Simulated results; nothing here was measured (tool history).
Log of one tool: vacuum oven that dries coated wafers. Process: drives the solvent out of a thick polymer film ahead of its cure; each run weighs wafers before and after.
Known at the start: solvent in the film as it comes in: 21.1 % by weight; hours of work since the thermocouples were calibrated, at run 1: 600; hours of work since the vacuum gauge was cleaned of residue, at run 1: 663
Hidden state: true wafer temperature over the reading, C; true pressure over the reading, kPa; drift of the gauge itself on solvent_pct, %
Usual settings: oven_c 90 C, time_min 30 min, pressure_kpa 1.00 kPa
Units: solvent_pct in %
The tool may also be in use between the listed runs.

run     day  oven_c  time_min  pressure_kpa  hours of work since the thermocouples were calibrated  hours of work since the vacuum gauge was cleaned of residue  solvent_pct
  1   0.000      90        30          1.00                                                    600                                                          663         3.87
  2   1.612      90        30          0.52                                                    620                                                          684         3.70
  3   3.650      90        30          1.00                                                    646                                                          709         4.02
  4   5.042      97        30          1.00                                                    663                                                          726         1.96
  5   6.217      90        30          1.56                                                    678                                                          741         4.20
  6   7.325      90        30          1.15                                                    691                                                          755         4.08
  7   8.471      90        30          1.15                                                    706                                                          769         4.09
  8   9.925      90        53          1.00                                                    724                                                          788         1.44
  9  10.829      90        53          0.61                                                    735                                                          799         1.42
 10  12.538      90        53          3.89                                                    757                                                          820         2.99
 11  14.362      90        53          3.89                                                    779                                                          843         2.96
 12  16.108      90        53          3.89                                                    801                                                          865         2.95
 13  17.379      90        53          3.89                                                    817                                                          881         2.95
     18.483  -- oven's thermocouples calibrated
 14  19.454      90        53          3.89                                                     12                                                          906         3.05
 15  21.112      90        53          3.89                                                     33                                                          926         2.91
 16  22.229      90        53          3.89                                                     47                                                          940         2.90
 17  23.908      90        53          3.89                                                     68                                                          961         2.93
 18  24.838      90        53          3.89                                                     79                                                          973         2.85
 19  26.450      90        30          3.86                                                    100                                                          993         5.09
 20  28.529      90        30          3.86                                                    126                                                         1019         5.12
 21  30.021      90        30          1.00                                                    144                                                         1038         3.92
 22  32.029      90        30          1.00                                                    169                                                         1063         3.97
 23  33.492      90        30          1.00                                                    188                                                         1081         3.92
 24  34.996      85        30          1.18                                                    206                                                         1100         5.95
 25  36.962      83        36          0.64                                                    231                                                         1125         5.38
 26  37.879      91        19          2.66                                                    243                                                         1136         6.92
 27  38.933      76        30          0.52                                                    256                                                         1149         9.13
 28  40.300      76        30          0.52                                                    273                                                         1166         9.34
 29  42.308      76        30          0.52                                                    298                                                         1192         9.20
 30  43.979      94        49          1.54                                                    319                                                         1212         1.30
 31  44.892      90        32          1.00                                                    330                                                         1224         3.61
 32  46.175     103        23          0.53                                                    346                                                         1240         1.42
 33  48.262      90        30          2.31                                                    372                                                         1266         4.68
 34  49.838     100        30          1.89                                                    392                                                         1286         1.57
 35  51.250     100        30          1.89                                                    410                                                         1303         1.59
 36  52.400      76        22          1.98                                                    424                                                         1318        11.44
 37  53.383      99        45          2.09                                                    436                                                         1330         0.95
 38  55.333      85        24          2.09                                                    461                                                         1354         7.72
 39  57.004      85        24          2.09                                                    482                                                         1375         7.40
 40  58.033      96        43          0.53                                                    495                                                         1388         0.80
 41  59.112      96        43          0.53                                                    508                                                         1402         0.81
 42  60.538      85        16          2.63                                                    526                                                         1420        10.14
 43  62.121      85        18          0.98                                                    546                                                         1439         8.94
 44  63.271      90        17          3.03                                                    560                                                         1454         8.20
 45  64.329      90        17          3.03                                                    573                                                         1467         8.13
 46  65.375      78        32          1.00                                                    586                                                         1480         8.33

Forecast each of these 5 alternatives for the next run:
  A  67.404      79        16          0.64                                                    612                                                         1505            ?
  B  67.404     102        15          1.00                                                    612                                                         1505            ?
  C  67.404      90        23          0.93                                                    612                                                         1505            ?
  D  67.404      80        25          1.60                                                    612                                                         1505            ?
  E  67.404      84        28          0.54                                                    612                                                         1505            ?

run  solvent_pct
  A        11.56
  B         3.84
  C         5.46
  D         9.23
  E         6.46
Without the tool's hidden state the same runs would have given:
run  solvent_pct
  A        11.53
  B         3.80
  C         5.41
  D         9.18
  E         6.41
